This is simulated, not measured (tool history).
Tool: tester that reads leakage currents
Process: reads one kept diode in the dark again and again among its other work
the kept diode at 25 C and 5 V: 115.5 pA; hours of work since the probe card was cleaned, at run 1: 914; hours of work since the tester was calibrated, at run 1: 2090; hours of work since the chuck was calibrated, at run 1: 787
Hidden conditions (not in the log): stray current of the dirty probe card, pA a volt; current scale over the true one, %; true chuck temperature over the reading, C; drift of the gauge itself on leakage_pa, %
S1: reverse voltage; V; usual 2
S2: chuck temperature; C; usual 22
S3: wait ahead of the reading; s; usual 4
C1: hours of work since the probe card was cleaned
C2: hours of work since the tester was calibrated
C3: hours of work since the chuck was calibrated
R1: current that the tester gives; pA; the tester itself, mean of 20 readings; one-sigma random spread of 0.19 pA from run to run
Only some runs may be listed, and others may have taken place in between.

{"run": 1, "hour": 0.0, "S1": 2, "S2": 22, "S3": 4, "C1": 914, "C2": 2090, "C3": 787, "R1": 57.5}
{"run": 2, "hour": 133.7, "S1": 2, "S2": 22, "S3": 4, "C1": 996, "C2": 2172, "C3": 869, "R1": 57.32}
{"run": 3, "hour": 248.8, "S1": 2, "S2": 22, "S3": 4.39, "C1": 1067, "C2": 2243, "C3": 940, "R1": 57.18}
{"hour": 279.8, "done": "probe card cleaned and baked"}
{"run": 4, "hour": 369.7, "S1": 2, "S2": 22, "S3": 4.39, "C1": 55, "C2": 2315, "C3": 1012, "R1": 56.45}
{"run": 5, "hour": 465.8, "S1": 2, "S2": 22, "S3": 4.39, "C1": 114, "C2": 2374, "C3": 1071, "R1": 55.85}
{"run": 6, "hour": 632.9, "S1": 2, "S2": 22, "S3": 4.39, "C1": 217, "C2": 2477, "C3": 1174, "R1": 55.86}
{"hour": 655.9, "done": "tester calibrated"}
{"hour": 657.9, "done": "chuck's temperature calibrated"}
{"run": 7, "hour": 813.1, "S1": 2, "S2": 22, "S3": 4, "C1": 326, "C2": 95, "C3": 95, "R1": 59.35}
{"run": 8, "hour": 918.8, "S1": 2, "S2": 22, "S3": 4, "C1": 391, "C2": 160, "C3": 160, "R1": 59.4}
{"run": 9, "hour": 1017.1, "S1": 2, "S2": 22, "S3": 4, "C1": 451, "C2": 221, "C3": 221, "R1": 58.83}
{"run": 10, "hour": 1121.2, "S1": 2, "S2": 22, "S3": 4, "C1": 515, "C2": 285, "C3": 285, "R1": 58.76}
{"run": 11, "hour": 1309.2, "S1": 2, "S2": 22, "S3": 4, "C1": 631, "C2": 401, "C3": 401, "R1": 58.26}
{"run": 12, "hour": 1441.0, "S1": 2, "S2": 22, "S3": 4, "C1": 712, "C2": 482, "C3": 482, "R1": 57.88}
{"run": 13, "hour": 1636.8, "S1": 12.37, "S2": 54, "S3": 0.76, "C1": 832, "C2": 602, "C3": 602, "R1": 1666.8}
{"run": 14, "hour": 1729.2, "S1": 12.37, "S2": 54, "S3": 0.76, "C1": 889, "C2": 659, "C3": 659, "R1": 1650.54}
{"run": 15, "hour": 1821.6, "S1": 12.37, "S2": 54, "S3": 0.76, "C1": 946, "C2": 716, "C3": 716, "R1": 1655.18}
{"run": 16, "hour": 2030.3, "S1": 12.37, "S2": 54, "S3": 0.76, "C1": 1074, "C2": 844, "C3": 844, "R1": 1653.64}
{"hour": 2053.0, "done": "probe card cleaned and baked"}
{"run": 17, "hour": 2241.9, "S1": 10.44, "S2": 22, "S3": 4, "C1": 116, "C2": 972, "C3": 972, "R1": 113.34}
{"run": 18, "hour": 2421.6, "S1": 2, "S2": 37, "S3": 0.67, "C1": 227, "C2": 1083, "C3": 1083, "R1": 200.97}
{"run": 19, "hour": 2513.3, "S1": 2, "S2": 37, "S3": 0.67, "C1": 283, "C2": 1139, "C3": 1139, "R1": 200.72}
{"hour": 2593.5, "done": "chuck's temperature calibrated"}
{"run": 20, "hour": 2603.8, "S1": 2, "S2": 37, "S3": 0.67, "C1": 338, "C2": 1194, "C3": 6, "R1": 218.85}
{"run": 21, "hour": 2710.4, "S1": 2, "S2": 37, "S3": 0.67, "C1": 403, "C2": 1259, "C3": 72, "R1": 218.52}

Same runs, no hidden state in the tool, same run-to-run variation:
run=1 R1=60.07
run=2 R1=60.2
run=3 R1=60.33
run=4 R1=60.36
run=5 R1=59.94
run=6 R1=60.29
run=7 R1=60.12
run=8 R1=60.42
run=9 R1=60.09
run=10 R1=60.23
run=11 R1=60.13
run=12 R1=60.03
run=13 R1=1731.14
run=14 R1=1718.5
run=15 R1=1729.19
run=16 R1=1740.03
run=17 R1=121.85
run=18 R1=216.41
run=19 R1=216.9
run=20 R1=216.94
run=21 R1=217.51
